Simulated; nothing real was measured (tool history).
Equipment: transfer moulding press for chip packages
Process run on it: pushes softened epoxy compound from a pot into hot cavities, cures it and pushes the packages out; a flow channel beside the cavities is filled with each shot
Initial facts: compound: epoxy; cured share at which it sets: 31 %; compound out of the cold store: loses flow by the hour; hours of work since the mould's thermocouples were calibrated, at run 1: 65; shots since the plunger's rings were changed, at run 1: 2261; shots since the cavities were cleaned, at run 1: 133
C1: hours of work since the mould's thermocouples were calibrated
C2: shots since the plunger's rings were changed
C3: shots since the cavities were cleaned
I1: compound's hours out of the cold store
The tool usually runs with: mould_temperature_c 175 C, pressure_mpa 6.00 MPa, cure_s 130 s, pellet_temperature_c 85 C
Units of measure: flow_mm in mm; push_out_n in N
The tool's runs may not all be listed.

Run 1, hour 0.0: usual settings; C1 65; C2 2261; C3 133; I1 38.1. Result: flow_mm 914 mm, push_out_n 438 N.
Run 2, hour 28.4: usual settings; C1 87; C2 2560; C3 432; I1 12.0. Result: flow_mm 1065 mm, push_out_n 450 N.
At hour 38.2: cavities cleaned with cleaning compound and waxed.
Run 3, hour 51.1: usual settings; C1 103; C2 2783; C3 135; I1 21.7. Result: flow_mm 1012 mm, push_out_n 445 N.
Run 4, hour 82.6: usual settings but pressure_mpa 6.11 MPa; C1 127; C2 3114; C3 466; I1 27.5. Result: flow_mm 980 mm, push_out_n 437 N.
At hour 88.9: cavities cleaned with cleaning compound and waxed.
Run 5, hour 117.1: usual settings but pressure_mpa 6.11 MPa; C1 152; C2 3461; C3 296; I1 34.7. Result: flow_mm 942 mm, push_out_n 445 N.
At hour 138.2: cavities cleaned with cleaning compound and waxed.
Run 6, hour 147.7: usual settings but pressure_mpa 6.11 MPa; C1 175; C2 3768; C3 100; I1 20.0. Result: flow_mm 1025 mm, push_out_n 445 N.
Run 7, hour 182.8: usual settings; C1 202; C2 4137; C3 469; I1 29.6. Result: flow_mm 958 mm, push_out_n 447 N.
At hour 189.9: cavities cleaned with cleaning compound and waxed.
Run 8, hour 214.3: usual settings; C1 225; C2 4453; C3 257; I1 17.8. Result: flow_mm 1028 mm, push_out_n 447 N.
At hour 239.7: cavities cleaned with cleaning compound and waxed.
Run 9, hour 247.2: usual settings; C1 249; C2 4783; C3 79; I1 43.3. Result: flow_mm 888 mm, push_out_n 433 N.
Run 10, hour 285.0: usual settings but mould_temperature_c 168 C, pellet_temperature_c 75 C; C1 278; C2 5181; C3 477; I1 46.1. Result: flow_mm 906 mm, push_out_n 559 N.
At hour 289.0: cavities cleaned with cleaning compound and waxed.
Run 11, hour 302.8: usual settings but mould_temperature_c 183 C, pressure_mpa 5.28 MPa, cure_s 112 s, pellet_temperature_c 75 C; C1 291; C2 5352; C3 145; I1 21.7. Result: flow_mm 917 mm, push_out_n 423 N.
At hour 310.8: plunger's sealing rings changed.
Run 12, hour 333.9: usual settings but mould_temperature_c 183 C, pressure_mpa 5.28 MPa, cure_s 112 s, pellet_temperature_c 75 C; C1 313; C2 242; C3 446; I1 12.2. Result: flow_mm 963 mm, push_out_n 433 N.
At hour 342.8: cavities cleaned with cleaning compound and waxed.
Run 13, hour 357.6: usual settings but mould_temperature_c 170 C, pressure_mpa 5.66 MPa, cure_s 139 s, pellet_temperature_c 77 C; C1 330; C2 476; C3 155; I1 11.1. Result: flow_mm 1069 mm, push_out_n 503 N.
Run 14, hour 376.7: usual settings but mould_temperature_c 176 C; C1 345; C2 677; C3 356; I1 20.4. Result: flow_mm 1010 mm, push_out_n 415 N.
At hour 394.4: cavities cleaned with cleaning compound and waxed.
Run 15, hour 412.4: usual settings but mould_temperature_c 176 C; C1 371; C2 1036; C3 189; I1 20.5. Result: flow_mm 1013 mm, push_out_n 425 N.
Run 16, hour 431.2: usual settings but pellet_temperature_c 90 C; C1 385; C2 1235; C3 388; I1 39.1. Result: flow_mm 913 mm, push_out_n 443 N.
At hour 444.8: cavities cleaned with cleaning compound and waxed.
Run 17, hour 470.1: usual settings but pellet_temperature_c 91 C; C1 414; C2 1628; C3 266; I1 21.0. Result: flow_mm 1010 mm, push_out_n 447 N.

Forecast each of these 4 alternatives for the next run:
Run A, hour 492.1: usual settings but cure_s 126 s, pellet_temperature_c 88 C; C1 431; C2 1860; C3 498; I1 28.3. Result: flow_mm ?, push_out_n ?.
Run B, hour 492.1: usual settings but pressure_mpa 4.59 MPa; C1 431; C2 1860; C3 498; I1 22.7. Result: flow_mm ?, push_out_n ?.
Run C, hour 492.1: usual settings but mould_temperature_c 174 C, cure_s 123 s, pellet_temperature_c 90 C; C1 431; C2 1860; C3 498; I1 11.4. Result: flow_mm ?, push_out_n ?.
Run D, hour 492.1: usual settings but pressure_mpa 5.52 MPa, cure_s 165 s, pellet_temperature_c 91 C; C1 431; C2 1860; C3 498; I1 25.3. Result: flow_mm ?, push_out_n ?.

run  flow_mm  push_out_n
  A      971         448
  B      875         441
  C     1077         485
  D      947         413
Stripped of hidden state, with their random variation kept, the same runs would have yielded:
run  flow_mm  push_out_n
  A      972         445
  B      875         439
  C     1077         483
  D      947         411
